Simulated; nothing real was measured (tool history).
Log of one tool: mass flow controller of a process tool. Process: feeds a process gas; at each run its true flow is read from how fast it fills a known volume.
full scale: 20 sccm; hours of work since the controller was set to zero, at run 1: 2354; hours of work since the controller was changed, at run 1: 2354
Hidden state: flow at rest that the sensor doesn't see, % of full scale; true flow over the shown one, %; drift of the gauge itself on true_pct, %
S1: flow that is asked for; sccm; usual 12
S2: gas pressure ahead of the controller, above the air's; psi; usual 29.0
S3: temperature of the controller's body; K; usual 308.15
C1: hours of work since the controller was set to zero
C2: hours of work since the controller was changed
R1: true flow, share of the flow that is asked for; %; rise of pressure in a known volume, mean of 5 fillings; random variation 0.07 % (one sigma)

{"run": 1, "hour": 0.0, "S1": 12, "S2": 29.0, "S3": 308.15, "C1": 2354, "C2": 2354, "R1": 98.98}
{"run": 2, "hour": 175.1, "S1": 12, "S2": 29.0, "S3": 308.15, "C1": 2450, "C2": 2450, "R1": 98.91}
{"run": 3, "hour": 321.0, "S1": 12, "S2": 29.0, "S3": 298.15, "C1": 2529, "C2": 2529, "R1": 99.93}
{"run": 4, "hour": 445.3, "S1": 12, "S2": 29.0, "S3": 298.15, "C1": 2597, "C2": 2597, "R1": 99.76}
{"run": 5, "hour": 671.8, "S1": 12, "S2": 29.0, "S3": 298.15, "C1": 2721, "C2": 2721, "R1": 99.98}
{"run": 6, "hour": 846.2, "S1": 12, "S2": 20.3, "S3": 308.15, "C1": 2816, "C2": 2816, "R1": 99.03}
{"run": 7, "hour": 1076.4, "S1": 12, "S2": 20.3, "S3": 308.15, "C1": 2942, "C2": 2942, "R1": 99.21}
{"run": 8, "hour": 1283.3, "S1": 12, "S2": 33.1, "S3": 308.15, "C1": 3055, "C2": 3055, "R1": 98.63}
{"run": 9, "hour": 1438.8, "S1": 12, "S2": 33.1, "S3": 308.15, "C1": 3140, "C2": 3140, "R1": 98.85}
{"run": 10, "hour": 1604.5, "S1": 12, "S2": 28.4, "S3": 308.15, "C1": 3231, "C2": 3231, "R1": 98.95}
{"run": 11, "hour": 1747.9, "S1": 12, "S2": 39.9, "S3": 295.15, "C1": 3309, "C2": 3309, "R1": 99.84}
{"run": 12, "hour": 1894.1, "S1": 12, "S2": 39.9, "S3": 295.15, "C1": 3389, "C2": 3389, "R1": 99.82}
{"run": 13, "hour": 2055.6, "S1": 3, "S2": 32.8, "S3": 300.15, "C1": 3477, "C2": 3477, "R1": 99.48}
{"run": 14, "hour": 2223.1, "S1": 5, "S2": 28.7, "S3": 313.15, "C1": 3569, "C2": 3569, "R1": 98.24}
{"run": 15, "hour": 2414.1, "S1": 12, "S2": 34.5, "S3": 308.15, "C1": 3673, "C2": 3673, "R1": 98.79}

Forecast each of these 3 alternatives for the next run:
{"run": "A", "hour": 2576.0, "S1": 7, "S2": 29.0, "S3": 308.15, "C1": 3761, "C2": 3761, "R1": "?"}
{"run": "B", "hour": 2576.0, "S1": 3, "S2": 22.9, "S3": 301.15, "C1": 3761, "C2": 3761, "R1": "?"}
{"run": "C", "hour": 2576.0, "S1": 11, "S2": 27.6, "S3": 305.15, "C1": 3761, "C2": 3761, "R1": "?"}

run=A R1=98.89
run=B R1=99.64
run=C R1=99.26
Without the tool's hidden state the same runs would have given:
run=A R1=98.91
run=B R1=99.67
run=C R1=99.28
